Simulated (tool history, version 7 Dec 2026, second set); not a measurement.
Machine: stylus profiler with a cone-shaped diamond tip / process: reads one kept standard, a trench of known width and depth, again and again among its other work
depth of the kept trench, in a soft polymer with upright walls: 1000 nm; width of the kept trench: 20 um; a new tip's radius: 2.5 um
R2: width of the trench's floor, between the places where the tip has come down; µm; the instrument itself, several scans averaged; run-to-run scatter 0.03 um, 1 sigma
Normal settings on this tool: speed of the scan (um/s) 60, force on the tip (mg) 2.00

{"run": 1, "day": 0.0, "speed of the scan (um/s)": 60, "force on the tip (mg)": 2.0, "depth of the trench (nm)": 1011.55, "R2": 14.61}
{"run": 2, "day": 0.479, "speed of the scan (um/s)": 60, "force on the tip (mg)": 0.73, "depth of the trench (nm)": 1005.46, "R2": 14.35}
{"run": 3, "day": 0.879, "speed of the scan (um/s)": 60, "force on the tip (mg)": 0.73, "depth of the trench (nm)": 1004.96, "R2": 14.28}
{"run": 4, "day": 1.404, "speed of the scan (um/s)": 60, "force on the tip (mg)": 0.73, "depth of the trench (nm)": 1005.05, "R2": 14.25}
{"run": 5, "day": 1.883, "speed of the scan (um/s)": 44, "force on the tip (mg)": 2.0, "depth of the trench (nm)": 1011.43, "R2": 14.64}
{"run": 6, "day": 2.388, "speed of the scan (um/s)": 130, "force on the tip (mg)": 2.0, "depth of the trench (nm)": 1011.32, "R2": 14.02}
{"run": 7, "day": 2.846, "speed of the scan (um/s)": 130, "force on the tip (mg)": 2.0, "depth of the trench (nm)": 1011.2, "R2": 13.97}
{"run": 8, "day": 3.154, "speed of the scan (um/s)": 130, "force on the tip (mg)": 2.0, "depth of the trench (nm)": 1011.62, "R2": 13.95}
{"run": 9, "day": 3.65, "speed of the scan (um/s)": 130, "force on the tip (mg)": 2.0, "depth of the trench (nm)": 1011.21, "R2": 13.86}
{"run": 10, "day": 4.238, "speed of the scan (um/s)": 130, "force on the tip (mg)": 2.0, "depth of the trench (nm)": 1011.3, "R2": 13.83}
{"run": 11, "day": 4.854, "speed of the scan (um/s)": 130, "force on the tip (mg)": 1.45, "depth of the trench (nm)": 1009.01, "R2": 13.68}
{"run": 12, "day": 5.229, "speed of the scan (um/s)": 130, "force on the tip (mg)": 1.45, "depth of the trench (nm)": 1008.44, "R2": 13.62}
{"run": 13, "day": 5.771, "speed of the scan (um/s)": 60, "force on the tip (mg)": 2.0, "depth of the trench (nm)": 1010.94, "R2": 14.23}
{"run": 14, "day": 6.442, "speed of the scan (um/s)": 60, "force on the tip (mg)": 2.0, "depth of the trench (nm)": 1010.96, "R2": 14.21}
{"run": 15, "day": 6.879, "speed of the scan (um/s)": 60, "force on the tip (mg)": 2.0, "depth of the trench (nm)": 1010.93, "R2": 14.25}
{"run": 16, "day": 7.475, "speed of the scan (um/s)": 87, "force on the tip (mg)": 2.0, "depth of the trench (nm)": 1011.22, "R2": 13.95}
{"run": 17, "day": 7.8, "speed of the scan (um/s)": 87, "force on the tip (mg)": 2.0, "depth of the trench (nm)": 1010.79, "R2": 13.95}
{"run": 18, "day": 8.188, "speed of the scan (um/s)": 87, "force on the tip (mg)": 2.0, "depth of the trench (nm)": 1010.55, "R2": 13.89}
{"run": 19, "day": 8.583, "speed of the scan (um/s)": 60, "force on the tip (mg)": 5.03, "depth of the trench (nm)": 1021.95, "R2": 14.24}
{"run": 20, "day": 9.112, "speed of the scan (um/s)": 60, "force on the tip (mg)": 5.03, "depth of the trench (nm)": 1021.89, "R2": 14.25}
{"run": 21, "day": 9.617, "speed of the scan (um/s)": 60, "force on the tip (mg)": 5.03, "depth of the trench (nm)": 1021.67, "R2": 14.17}
{"run": 22, "day": 10.283, "speed of the scan (um/s)": 60, "force on the tip (mg)": 5.03, "depth of the trench (nm)": 1021.88, "R2": 14.15}
{"run": 23, "day": 10.762, "speed of the scan (um/s)": 60, "force on the tip (mg)": 5.03, "depth of the trench (nm)": 1021.69, "R2": 14.13}
{"run": 24, "day": 11.183, "speed of the scan (um/s)": 60, "force on the tip (mg)": 2.12, "depth of the trench (nm)": 1011.39, "R2": 13.98}
{"run": 25, "day": 11.483, "speed of the scan (um/s)": 55, "force on the tip (mg)": 0.8, "depth of the trench (nm)": 1005.3, "R2": 13.75}
{"run": 26, "day": 11.833, "speed of the scan (um/s)": 82, "force on the tip (mg)": 2.0, "depth of the trench (nm)": 1011.09, "R2": 13.76}
{"run": 27, "day": 12.233, "speed of the scan (um/s)": 82, "force on the tip (mg)": 2.0, "depth of the trench (nm)": 1010.7, "R2": 13.73}
{"run": 28, "day": 12.654, "speed of the scan (um/s)": 46, "force on the tip (mg)": 2.08, "depth of the trench (nm)": 1010.86, "R2": 13.99}
{"run": 29, "day": 13.146, "speed of the scan (um/s)": 46, "force on the tip (mg)": 2.08, "depth of the trench (nm)": 1010.84, "R2": 13.96}
{"run": 30, "day": 13.508, "speed of the scan (um/s)": 181, "force on the tip (mg)": 1.9, "depth of the trench (nm)": 1009.77, "R2": 12.99}
{"run": 31, "day": 14.158, "speed of the scan (um/s)": 18, "force on the tip (mg)": 1.41, "depth of the trench (nm)": 1007.85, "R2": 14.08}
{"run": 32, "day": 14.75, "speed of the scan (um/s)": 176, "force on the tip (mg)": 0.73, "depth of the trench (nm)": 1003.91, "R2": 12.12}
{"run": 33, "day": 15.079, "speed of the scan (um/s)": 116, "force on the tip (mg)": 1.08, "depth of the trench (nm)": 1005.78, "R2": 12.98}
{"run": 34, "day": 15.712, "speed of the scan (um/s)": 33, "force on the tip (mg)": 5.74, "depth of the trench (nm)": 1023.33, "R2": 13.93}
{"run": 35, "day": 16.3, "speed of the scan (um/s)": 36, "force on the tip (mg)": 3.38, "depth of the trench (nm)": 1015.79, "R2": 13.89}
{"run": 36, "day": 16.817, "speed of the scan (um/s)": 61, "force on the tip (mg)": 2.0, "depth of the trench (nm)": 1010.47, "R2": 13.65}
{"run": 37, "day": 17.433, "speed of the scan (um/s)": 51, "force on the tip (mg)": 4.83, "depth of the trench (nm)": 1020.44, "R2": 13.84}
{"run": 38, "day": 17.717, "speed of the scan (um/s)": 60, "force on the tip (mg)": 3.96, "depth of the trench (nm)": 1017.56, "R2": 13.76}
{"run": 39, "day": 18.054, "speed of the scan (um/s)": 60, "force on the tip (mg)": 3.96, "depth of the trench (nm)": 1017.53, "R2": 13.69}
{"run": 40, "day": 18.575, "speed of the scan (um/s)": 60, "force on the tip (mg)": 3.96, "depth of the trench (nm)": 1017.65, "R2": 13.67}
{"run": 41, "day": 19.108, "speed of the scan (um/s)": 15, "force on the tip (mg)": 4.47, "depth of the trench (nm)": 1019.02, "R2": 13.89}
{"run": 42, "day": 19.625, "speed of the scan (um/s)": 15, "force on the tip (mg)": 4.47, "depth of the trench (nm)": 1019.22, "R2": 13.84}
{"run": 43, "day": 19.962, "speed of the scan (um/s)": 21, "force on the tip (mg)": 3.03, "depth of the trench (nm)": 1013.86, "R2": 13.72}
{"run": 44, "day": 20.458, "speed of the scan (um/s)": 125, "force on the tip (mg)": 2.22, "depth of the trench (nm)": 1010.91, "R2": 13.02}
{"run": 45, "day": 20.838, "speed of the scan (um/s)": 125, "force on the tip (mg)": 2.22, "depth of the trench (nm)": 1010.88, "R2": 13.02}
{"run": 46, "day": 21.212, "speed of the scan (um/s)": 125, "force on the tip (mg)": 1.9, "depth of the trench (nm)": 1009.67, "R2": 12.91}

A few steps of depth of the trench (nm) between consecutive runs. Split each: what settings, incoming material and random variation would produce without the hidden state, and what is left over for the hidden state, along with gauge scatter present in only one of the two compared results (measured, and without hidden state):
Hidden state at play: radius of the tip, um; height scale over the true one, %; drift of the gauge itself on depth_nm, %; drift of the gauge itself on floor_um, %.
Run 18 -> 19: speed of the scan (um/s) 87 -> 60, force on the tip (mg) 2.00 -> 5.03. depth of the trench (nm) +11.40: hidden state -0.06, all else +11.46.
Run 23 -> 24: force on the tip (mg) 5.03 -> 2.12. depth of the trench (nm) -10.30: hidden state -0.02, all else -10.28.
Run 33 -> 34: speed of the scan (um/s) 116 -> 33, force on the tip (mg) 1.08 -> 5.74. depth of the trench (nm) +17.55: hidden state -0.10, all else +17.65.
Run 36 -> 37: speed of the scan (um/s) 61 -> 51, force on the tip (mg) 2.00 -> 4.83. depth of the trench (nm) +9.97: hidden state -0.07, all else +10.04.
